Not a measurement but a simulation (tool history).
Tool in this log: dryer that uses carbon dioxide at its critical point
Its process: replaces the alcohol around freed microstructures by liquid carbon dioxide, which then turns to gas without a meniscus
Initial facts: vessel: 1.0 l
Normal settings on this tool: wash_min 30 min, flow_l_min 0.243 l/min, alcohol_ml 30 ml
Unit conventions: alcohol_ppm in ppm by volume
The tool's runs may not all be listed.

run   hour  wash_min  flow_l_min  alcohol_ml  alcohol_ppm
  1      0        30       0.243          30          100
  2   12.9        30       0.243          30          103
  3   27.3        30       0.243          30           98
  4   37.6        20       0.243          30          511
  5   53.5        20       0.243          30          497
  6   66.6        30       0.243          30          104
  7     75        28       0.243          30          130
  8     85        28       0.243          30          134
  9  102.3        30       0.243          30          102
 10  117.5        30       0.243          30          113
 11  131.7        30       0.243          73          193
 12  139.6        30       0.243          73          194
 13    151        28       0.347          73           81
 14  159.4        42       0.253          58           63
 15  176.4        42       0.193          58          112
 16  188.2        24       0.177          44         1379
 17  204.8        33       0.216          30          142
 18  214.5        18        0.39          23          102
 19  224.3        18       0.374          33          142
 20  232.7        19       0.243          30          668
 21  240.8        30       0.243          34          136
 22  254.9        26       0.282          37          119
 23    266        26       0.282          37          132
 24  279.4        26       0.282          37          135

Forecast each of these 3 alternatives for the next run:
  A  296.1        30       0.157          23            ?
  B  296.1        30       0.243          69            ?
  C  296.1        36       0.243         107            ?

run  alcohol_ppm
  A          575
  B          206
  C          132
Take away the tool's hidden state, keep each run's random variation, and the runs would have read:
run  alcohol_ppm
  A          443
  B          118
  C           60
